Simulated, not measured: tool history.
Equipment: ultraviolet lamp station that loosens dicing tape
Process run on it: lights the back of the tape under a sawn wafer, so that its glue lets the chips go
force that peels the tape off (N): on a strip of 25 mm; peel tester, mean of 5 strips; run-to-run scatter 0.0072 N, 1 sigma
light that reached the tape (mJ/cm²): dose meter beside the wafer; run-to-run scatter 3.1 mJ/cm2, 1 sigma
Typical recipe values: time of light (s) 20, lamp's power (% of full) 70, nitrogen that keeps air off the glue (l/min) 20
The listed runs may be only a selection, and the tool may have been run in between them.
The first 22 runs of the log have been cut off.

run	hour	time of light (s)	lamp's power (% of full)	nitrogen that keeps air off the glue (l/min)	force that peels the tape off (N)	light that reached the tape (mJ/cm²)
23	406.4	32	70	20	0.081	742
24	418.5	20	70	31	0.164	466
25	437.4	20	70	31	0.164	467
26	451.7	19	97	31	0.096	610
27	470.1	14	87	20	0.4	403
28	491.4	15	96	13	0.396	483
29	503.6	15	96	13	0.417	478
30	522.9	15	96	13	0.422	477
31	542.8	27	98	13	0.086	882
32	561	27	74	15	0.142	668
33	572.2	12	90	39	0.27	358
34	586.6	20	85	36	0.099	566
35	605.4	37	89	12	0.078	1087
36	622.5	24	70	20	0.156	555
37	643.2	24	67	20	0.175	534
38	658.8	20	70	13	0.452	471
39	676.3	18	67	20	0.405	402
40	695.3	18	67	29	0.284	408
# hour 718.1: window cleaned of glue's vapour
41	718.7	18	67	29	0.272	402

What does the tool deliver on the next run?
42	732.8	15	87	30	?	?

For run 42 the tool returned force that peels the tape off (N) 0.191, light that reached the tape (mJ/cm²) 437.
The same run, on a tool lacking any hidden state, would have yielded force that peels the tape off (N) 0.19, light that reached the tape (mJ/cm²) 438.

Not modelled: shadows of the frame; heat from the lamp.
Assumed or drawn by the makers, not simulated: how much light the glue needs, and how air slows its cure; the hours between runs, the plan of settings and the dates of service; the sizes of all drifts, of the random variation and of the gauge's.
